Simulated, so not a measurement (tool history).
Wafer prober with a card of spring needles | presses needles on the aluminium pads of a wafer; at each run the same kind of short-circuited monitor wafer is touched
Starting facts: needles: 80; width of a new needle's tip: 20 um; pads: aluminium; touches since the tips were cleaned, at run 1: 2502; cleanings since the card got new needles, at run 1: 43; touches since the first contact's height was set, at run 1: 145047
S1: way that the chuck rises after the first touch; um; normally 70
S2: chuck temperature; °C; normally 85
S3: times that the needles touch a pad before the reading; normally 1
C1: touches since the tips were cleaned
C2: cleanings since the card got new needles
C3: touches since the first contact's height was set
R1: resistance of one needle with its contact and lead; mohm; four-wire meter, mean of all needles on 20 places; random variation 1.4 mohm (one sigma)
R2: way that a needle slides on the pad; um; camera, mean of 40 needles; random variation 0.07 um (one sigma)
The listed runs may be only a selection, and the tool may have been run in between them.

run	day	S1	S2	S3	C1	C2	C3	R1	R2
1	0	70	85	1	2502	43	145047	167	19.08
# day 0.604: tips cleaned on abrasive film
# day 1.512: tips cleaned on abrasive film
# day 2.533: tips cleaned on abrasive film
2	2.762	70	85	1	1903	46	168217	165	18.96
# day 3.408: tips cleaned on abrasive film
# day 4.417: tips cleaned on abrasive film
3	4.417	70	85	1	0	48	182108	132	19
# day 5.338: tips cleaned on abrasive film
# day 6.35: tips cleaned on abrasive film
4	7.017	70	85	1	5619	50	203967	188	18.75
# day 7.392: tips cleaned on abrasive film
# day 8.412: tips cleaned on abrasive film
# day 9.362: tips cleaned on abrasive film
5	9.404	79	85	1	336	53	223990	133	21.23
# day 10.112: height of the first contact set anew
# day 10.308: tips cleaned on abrasive film
6	10.554	70	85	2	2068	54	3680	151	18.39
# day 11.25: tips cleaned on abrasive film
# day 12.154: tips cleaned on abrasive film
7	12.221	70	34	2	581	56	17660	129	18.36
# day 13.017: tips cleaned on abrasive film
# day 13.883: tips cleaned on abrasive film
# day 14.854: tips cleaned on abrasive film
8	15.062	70	34	3	1757	59	41518	134	18.32
# day 15.762: tips cleaned on abrasive film
9	16.517	70	34	3	6354	60	53725	145	18.17
# day 16.729: tips cleaned on abrasive film
# day 17.712: tips cleaned on abrasive film
# day 18.679: tips cleaned on abrasive film
10	18.746	70	57	3	542	63	72419	127	18.06
# day 19.596: tips cleaned on abrasive film
# day 20.188: height of the first contact set anew, once more
# day 20.521: tips cleaned on abrasive film
# day 21.388: tips cleaned on abrasive film
11	21.458	54	85	2	619	66	10661	145	15
# day 22.304: tips cleaned on abrasive film
12	22.742	54	85	1	3689	67	21454	220	14.97

Below are 4 alternative next runs, each starting from the tool's condition after run 12. Predict each:
# day 23.171: tips cleaned on abrasive film
# day 24.092: tips cleaned on abrasive film
A	24.629	62	27	1	4531	69	37288	?	?
# day 23.171: tips cleaned on abrasive film
# day 24.092: tips cleaned on abrasive film
B	24.629	67	50	2	4531	69	37288	?	?
# day 23.171: tips cleaned on abrasive film
# day 24.092: tips cleaned on abrasive film
C	24.629	71	99	1	4531	69	37288	?	?
# day 23.171: tips cleaned on abrasive film
# day 24.092: tips cleaned on abrasive film
D	24.629	70	77	1	4531	69	37288	?	?

run	R1	R2
A	193	17.13
B	162	18.49
C	182	19.72
D	185	19.34
With the hidden condition removed and each run's random variation left untouched, the same runs would have given:
run	R1	R2
A	113	17.28
B	121	18.64
C	125	19.87
D	123	19.49

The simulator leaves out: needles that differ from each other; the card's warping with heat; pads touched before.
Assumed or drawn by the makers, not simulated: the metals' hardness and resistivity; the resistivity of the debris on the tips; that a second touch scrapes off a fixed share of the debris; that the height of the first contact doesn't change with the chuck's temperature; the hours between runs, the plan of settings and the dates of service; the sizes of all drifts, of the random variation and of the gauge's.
